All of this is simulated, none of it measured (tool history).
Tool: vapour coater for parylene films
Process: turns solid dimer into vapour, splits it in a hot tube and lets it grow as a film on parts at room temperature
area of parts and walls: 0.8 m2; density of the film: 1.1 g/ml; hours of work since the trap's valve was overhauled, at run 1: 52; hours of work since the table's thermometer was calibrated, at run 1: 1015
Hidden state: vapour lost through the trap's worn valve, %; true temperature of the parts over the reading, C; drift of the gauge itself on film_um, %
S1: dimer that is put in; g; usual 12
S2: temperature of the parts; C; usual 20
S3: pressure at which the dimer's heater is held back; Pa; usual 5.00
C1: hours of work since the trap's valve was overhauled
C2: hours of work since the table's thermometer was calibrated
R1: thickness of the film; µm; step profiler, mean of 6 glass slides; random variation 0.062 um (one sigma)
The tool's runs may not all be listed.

run,hour,S1,S2,S3,C1,C2,R1
1,0.0,12,20,5.00,52,1015,6.85
2,26.2,12,20,5.00,74,1037,6.66
3,52.5,12,20,5.00,97,1060,6.56
4,85.5,12,20,5.00,125,1088,6.48
5,107.0,12,20,5.00,144,1107,6.35
6,123.3,12,20,5.00,158,1121,6.38
7,152.3,12,20,5.00,183,1146,6.06
8,173.0,12,20,5.00,201,1164,6.06
# hour 187.0: trap's valve overhauled
9,201.7,12,20,5.00,13,1185,5.43
10,225.4,12,20,5.95,33,1206,5.10
11,260.6,12,20,2.10,63,1236,5.87
12,295.7,12,20,2.10,94,1266,5.83
13,330.3,12,20,2.10,123,1296,5.66
14,366.9,12,20,2.10,155,1327,5.45
15,388.8,11,20,2.10,174,1346,4.86
16,407.8,11,20,2.10,190,1363,4.83
# hour 420.9: trap's valve overhauled, once more
17,428.1,11,20,2.10,6,1377,7.06
18,467.3,12,20,5.00,40,1410,6.59
19,502.5,12,20,5.00,70,1441,6.50
20,535.1,12,20,5.00,98,1469,6.28
21,569.1,12,20,5.00,128,1498,6.29
22,597.4,12,20,2.09,152,1523,7.04
23,617.5,12,26,2.09,169,1540,5.36
# hour 635.5: table's thermometer calibrated
24,644.1,12,26,2.09,191,7,5.66
# hour 669.6: trap's valve overhauled
25,687.3,12,26,2.09,15,41,6.43
26,708.2,12,26,2.09,33,59,6.30
27,744.4,12,17,5.63,64,90,7.74
28,777.8,5,20,7.36,93,119,2.67
29,814.2,6,20,2.58,125,151,3.71
30,837.0,6,20,2.58,144,170,3.66
31,873.1,6,20,2.58,175,201,3.55
32,909.1,6,31,5.85,206,232,1.92
# hour 917.7: trap's valve overhauled
33,931.3,12,14,5.00,12,248,9.35
34,962.0,12,14,5.00,38,274,8.91
35,987.3,12,14,5.00,60,296,9.00
36,1014.4,12,14,3.01,83,320,9.54
37,1032.9,8,28,5.00,99,335,3.26
38,1051.4,16,24,4.54,115,351,7.61
39,1083.2,16,30,3.34,143,379,6.06
40,1120.8,16,30,3.34,175,411,5.96
41,1153.4,12,26,9.74,203,439,4.32
# hour 1164.9: trap's valve overhauled
42,1194.0,21,20,5.00,25,471,11.96
43,1217.8,21,20,5.00,46,491,12.08
44,1249.3,21,14,6.05,73,518,14.83
45,1288.8,19,22,11.93,107,552,8.55
46,1309.2,20,13,9.34,124,570,13.25
47,1347.8,13,25,5.00,158,603,5.68

How the hidden state differs across the entries between the runs, from the last listed run before each to the first after it:
Between runs 8 and 9: trap's valve overhauled (hour 187.0)
  vapour lost through the trap's worn valve, %: 12.4 -> 21.7; true temperature of the parts over the reading, C: 1.19 -> 1.22
  measured less the result without the state, R1: -1.20 -> -1.87 µm
Between runs 16 and 17: trap's valve overhauled, once more (hour 420.9)
  vapour lost through the trap's worn valve, %: 32.6 -> 1.2; true temperature of the parts over the reading, C: 1.39 -> 1.41
  measured less the result without the state, R1: -2.76 -> -0.52 µm
Between runs 23 and 24: table's thermometer calibrated (hour 635.5)
  vapour lost through the trap's worn valve, %: 11.4 -> 12.8; true temperature of the parts over the reading, C: 1.57 -> -0.11
  measured less the result without the state, R1: -1.11 -> -0.81 µm
Between runs 24 and 25: trap's valve overhauled (hour 669.6)
  vapour lost through the trap's worn valve, %: 12.8 -> 1.7; true temperature of the parts over the reading, C: -0.11 -> -0.07
  measured less the result without the state, R1: -0.81 -> -0.09 µm
Between runs 32 and 33: trap's valve overhauled (hour 917.7)
  vapour lost through the trap's worn valve, %: 14.1 -> 0.7; true temperature of the parts over the reading, C: 0.13 -> 0.14
  measured less the result without the state, R1: -0.32 -> -0.12 µm
Between runs 41 and 42: trap's valve overhauled (hour 1164.9)
  vapour lost through the trap's worn valve, %: 13.1 -> 2.4; true temperature of the parts over the reading, C: 0.34 -> 0.37
  measured less the result without the state, R1: -0.71 -> -0.49 µm
